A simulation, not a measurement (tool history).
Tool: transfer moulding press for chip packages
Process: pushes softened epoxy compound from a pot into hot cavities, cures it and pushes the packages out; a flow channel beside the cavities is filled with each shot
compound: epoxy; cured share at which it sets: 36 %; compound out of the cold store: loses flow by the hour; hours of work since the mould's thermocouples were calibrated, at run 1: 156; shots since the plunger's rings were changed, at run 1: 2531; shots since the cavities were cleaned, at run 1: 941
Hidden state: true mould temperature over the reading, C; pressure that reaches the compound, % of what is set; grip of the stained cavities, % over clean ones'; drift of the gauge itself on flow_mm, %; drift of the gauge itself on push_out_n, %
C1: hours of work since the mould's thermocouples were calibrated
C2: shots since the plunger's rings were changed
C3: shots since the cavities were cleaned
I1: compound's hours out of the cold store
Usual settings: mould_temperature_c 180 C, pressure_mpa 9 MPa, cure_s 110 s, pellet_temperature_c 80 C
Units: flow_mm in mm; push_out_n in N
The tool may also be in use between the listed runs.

{"run": 1, "hour": 0.0, "mould_temperature_c": 180, "pressure_mpa": 9, "cure_s": 110, "pellet_temperature_c": 80, "C1": 156, "C2": 2531, "C3": 941, "I1": 38.6, "flow_mm": 489, "push_out_n": 881}
{"hour": 9.6, "done": "cavities cleaned with cleaning compound and waxed"}
{"run": 2, "hour": 9.6, "mould_temperature_c": 174, "pressure_mpa": 9, "cure_s": 110, "pellet_temperature_c": 80, "C1": 161, "C2": 2611, "C3": 0, "I1": 38.2, "flow_mm": 507, "push_out_n": 1541}
{"run": 3, "hour": 17.5, "mould_temperature_c": 180, "pressure_mpa": 8.84, "cure_s": 110, "pellet_temperature_c": 80, "C1": 166, "C2": 2691, "C3": 80, "I1": 8.6, "flow_mm": 552, "push_out_n": 1088}
{"run": 4, "hour": 31.5, "mould_temperature_c": 180, "pressure_mpa": 9, "cure_s": 110, "pellet_temperature_c": 76, "C1": 175, "C2": 2830, "C3": 219, "I1": 16.7, "flow_mm": 549, "push_out_n": 1018}
{"run": 5, "hour": 41.1, "mould_temperature_c": 180, "pressure_mpa": 9, "cure_s": 110, "pellet_temperature_c": 76, "C1": 181, "C2": 2926, "C3": 315, "I1": 45.2, "flow_mm": 465, "push_out_n": 1014}
{"run": 6, "hour": 51.2, "mould_temperature_c": 180, "pressure_mpa": 9, "cure_s": 110, "pellet_temperature_c": 80, "C1": 187, "C2": 3027, "C3": 416, "I1": 43.9, "flow_mm": 459, "push_out_n": 963}
{"run": 7, "hour": 58.2, "mould_temperature_c": 180, "pressure_mpa": 9, "cure_s": 95, "pellet_temperature_c": 80, "C1": 191, "C2": 3096, "C3": 485, "I1": 11.6, "flow_mm": 556, "push_out_n": 1293}
{"run": 8, "hour": 65.0, "mould_temperature_c": 180, "pressure_mpa": 9, "cure_s": 95, "pellet_temperature_c": 80, "C1": 195, "C2": 3164, "C3": 553, "I1": 40.1, "flow_mm": 477, "push_out_n": 1129}
{"run": 9, "hour": 72.4, "mould_temperature_c": 180, "pressure_mpa": 9, "cure_s": 97, "pellet_temperature_c": 80, "C1": 200, "C2": 3238, "C3": 627, "I1": 13.4, "flow_mm": 539, "push_out_n": 1235}
{"hour": 75.9, "done": "cavities cleaned with cleaning compound and waxed, once more"}
{"run": 10, "hour": 86.5, "mould_temperature_c": 176, "pressure_mpa": 9, "cure_s": 97, "pellet_temperature_c": 80, "C1": 208, "C2": 3364, "C3": 106, "I1": 29.2, "flow_mm": 514, "push_out_n": 916}
{"run": 11, "hour": 99.7, "mould_temperature_c": 176, "pressure_mpa": 9, "cure_s": 98, "pellet_temperature_c": 80, "C1": 216, "C2": 3495, "C3": 237, "I1": 41.5, "flow_mm": 478, "push_out_n": 1053}
{"run": 12, "hour": 113.3, "mould_temperature_c": 174, "pressure_mpa": 10.52, "cure_s": 93, "pellet_temperature_c": 84, "C1": 224, "C2": 3630, "C3": 372, "I1": 45.2, "flow_mm": 520, "push_out_n": 1543}
{"run": 13, "hour": 125.8, "mould_temperature_c": 177, "pressure_mpa": 9.27, "cure_s": 111, "pellet_temperature_c": 84, "C1": 232, "C2": 3756, "C3": 498, "I1": 41.9, "flow_mm": 480, "push_out_n": 943}

Forecast run 14:
{"run": 14, "hour": 137.2, "mould_temperature_c": 177, "pressure_mpa": 9.27, "cure_s": 111, "pellet_temperature_c": 84, "C1": 239, "C2": 3869, "C3": 611, "I1": 44.6, "flow_mm": "?", "push_out_n": "?"}

{"run 14": {"flow_mm": 474, "push_out_n": 967}}
Without the tool's hidden state the same run would have given flow_mm 507 mm, push_out_n 439 N.
